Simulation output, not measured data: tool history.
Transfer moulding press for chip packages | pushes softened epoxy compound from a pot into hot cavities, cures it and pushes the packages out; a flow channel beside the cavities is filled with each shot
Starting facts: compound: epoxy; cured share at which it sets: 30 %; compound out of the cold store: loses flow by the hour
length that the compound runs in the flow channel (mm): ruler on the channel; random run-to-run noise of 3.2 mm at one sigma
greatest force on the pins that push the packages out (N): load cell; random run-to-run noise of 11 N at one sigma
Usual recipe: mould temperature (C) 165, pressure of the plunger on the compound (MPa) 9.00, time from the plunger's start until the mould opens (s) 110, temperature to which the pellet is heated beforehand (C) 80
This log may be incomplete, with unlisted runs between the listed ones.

| run | hour | mould temperature (C) | pressure of the plunger on the compound (MPa) | time from the plunger's start until the mould opens (s) | temperature to which the pellet is heated beforehand (C) | incoming compound's hours out of the cold store | length that the compound runs in the flow channel (mm) | greatest force on the pins that push the packages out (N) |
|---|---|---|---|---|---|---|---|---|
| 1 | 0.0 | 165 | 9.00 | 110 | 80 | 29.1 | 536 | 837 |
| 2 | 16.9 | 165 | 9.00 | 110 | 80 | 13.6 | 590 | 977 |
| 3 | 34.9 | 165 | 9.00 | 110 | 80 | 23.1 | 557 | 1015 |
|  | 49.9 | cavities cleaned with cleaning compound and waxed |
| 4 | 53.1 | 165 | 9.00 | 110 | 80 | 19.4 | 562 | 547 |
| 5 | 66.1 | 165 | 9.00 | 110 | 80 | 15.6 | 583 | 687 |
| 6 | 83.9 | 165 | 9.00 | 110 | 80 | 36.0 | 503 | 842 |
| 7 | 94.0 | 165 | 8.67 | 97 | 80 | 12.5 | 578 | 1124 |
| 8 | 112.5 | 165 | 9.05 | 96 | 73 | 36.2 | 505 | 1163 |
|  | 115.5 | mould's thermocouples calibrated |
|  | 135.1 | cavities cleaned with cleaning compound and waxed |
| 9 | 135.3 | 166 | 7.78 | 110 | 80 | 19.5 | 521 | 488 |
| 10 | 146.9 | 165 | 7.78 | 110 | 80 | 10.7 | 551 | 720 |

The next listed run, before its measurement:
| 11 | 158.4 | 165 | 7.78 | 110 | 80 | 18.8 | ? | ? |

{"run 11": {"length that the compound runs in the flow channel (mm)": 525, "greatest force on the pins that push the packages out (N)": 830}}
Were there no unlogged condition in the tool, this run, its random variation unchanged, would have produced length that the compound runs in the flow channel (mm) 548, greatest force on the pins that push the packages out (N) 498.

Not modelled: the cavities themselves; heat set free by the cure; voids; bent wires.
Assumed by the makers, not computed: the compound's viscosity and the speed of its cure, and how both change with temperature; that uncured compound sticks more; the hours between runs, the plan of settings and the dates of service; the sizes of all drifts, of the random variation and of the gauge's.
